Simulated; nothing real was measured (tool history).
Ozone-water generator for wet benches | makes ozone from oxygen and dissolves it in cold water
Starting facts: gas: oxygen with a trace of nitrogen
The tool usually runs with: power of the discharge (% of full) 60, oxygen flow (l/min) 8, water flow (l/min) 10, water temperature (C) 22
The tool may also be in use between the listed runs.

run	hour	power of the discharge (% of full)	oxygen flow (l/min)	water flow (l/min)	water temperature (C)	dissolved ozone (ppm)	ozone in the gas ahead of the water (g/m3)
1	0	60	8	10	22	22.8	203.1
2	89	60	8	10	15	26.5	206.1
3	190.7	60	8	10	22	22.7	204.6
4	350.9	60	8	10	22	22.6	201.4
# hour 368.3: contactor cleaned
5	459	46	8	10	22	18.2	170.2
6	564.4	46	8	10	22	17.8	168.4
7	728.1	46	5.61	10	22	19.7	210.8
# hour 760: contactor cleaned, once more
8	808	54	8	10	22	22.4	184.6
9	903.6	93	7.27	16	28	20	280.1
10	1003.3	93	7.27	16	28	19.7	278.7

5 options for the next run, each taken on its own from the tool as it stands now. Forecast them:
A	1161.2	60	4.42	6	27	?	?
B	1161.2	93	7.27	16	17	?	?
C	1161.2	49	4.35	16	17	?	?
D	1161.2	88	8	10	19	?	?
E	1161.2	54	7.27	16	28	?	?

run	dissolved ozone (ppm)	ozone in the gas ahead of the water (g/m3)
A	35.7	281.7
B	24	277.3
C	16.7	251.7
D	32.5	252.6
E	14.1	195.8
The same runs, with their run-to-run variation unchanged, on a tool lacking any hidden condition would have given:
run	dissolved ozone (ppm)	ozone in the gas ahead of the water (g/m3)
A	44.6	350.8
B	32.5	372.9
C	20.2	302.3
D	43.5	336.7
E	17.3	239.3

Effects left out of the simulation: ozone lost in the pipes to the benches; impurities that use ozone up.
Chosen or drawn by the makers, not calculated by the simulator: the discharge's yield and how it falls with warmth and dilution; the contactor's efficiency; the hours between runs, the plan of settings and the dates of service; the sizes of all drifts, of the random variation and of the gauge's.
